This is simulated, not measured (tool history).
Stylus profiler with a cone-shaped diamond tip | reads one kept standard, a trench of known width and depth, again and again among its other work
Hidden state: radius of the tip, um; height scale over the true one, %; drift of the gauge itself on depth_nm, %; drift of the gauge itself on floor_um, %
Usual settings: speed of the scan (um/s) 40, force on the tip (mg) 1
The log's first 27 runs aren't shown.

run,hour,speed of the scan (um/s),force on the tip (mg),scans with this tip,hours of work since the height scale was calibrated,depth of the trench (Å),width of the trench's floor (nm)
28,1203.1,112,1.21,3272,59,2011.3,26380
29,1263,112,1.21,3381,84,2011.6,26410
30,1320.7,17,1.69,3486,107,2013.7,26770
31,1381.7,144,0.59,3597,132,2009.4,26060
32,1423.9,144,0.59,3673,150,2006.7,26050
33,1470.2,144,0.59,3758,169,2007,26060
34,1520,144,0.59,3848,189,2008,26150
35,1578.4,13,0.9,3954,213,2008,26730
36,1639.7,54,0.36,4066,239,2004.3,26400
37,1670,95,1.8,4121,251,2012.6,26520
38,1734.2,102,2.74,4237,278,2018.5,26540
39,1795.5,12,1.04,4349,303,2008.2,26730
40,1836.2,12,1.04,4423,320,2007,26740
41,1870.6,15,1.1,4485,334,2009.4,26710
42,1928.1,15,1.1,4590,357,2008.8,26700
43,1965.8,74,1.52,4658,373,2011.3,26480
44,2016.4,74,1.52,4750,394,2010.5,26490
45,2047.3,74,1.52,4806,406,2010.5,26480

4 ways to go on from here, each from the tool as it stands after run 45. What would each give?
A,2085,49,0.43,4875,422,?,?
B,2085,15,2.05,4875,422,?,?
C,2085,74,2.81,4875,422,?,?
D,2085,53,1,4875,422,?,?

run,depth of the trench (Å),width of the trench's floor (nm)
A,2002.3,26380
B,2014.6,26690
C,2019.3,26510
D,2005.9,26500
Without the tool's hidden state the same runs would have given:
run,depth of the trench (Å),width of the trench's floor (nm)
A,2004.6,26880
B,2016.9,27190
C,2021.6,27000
D,2008.2,26990
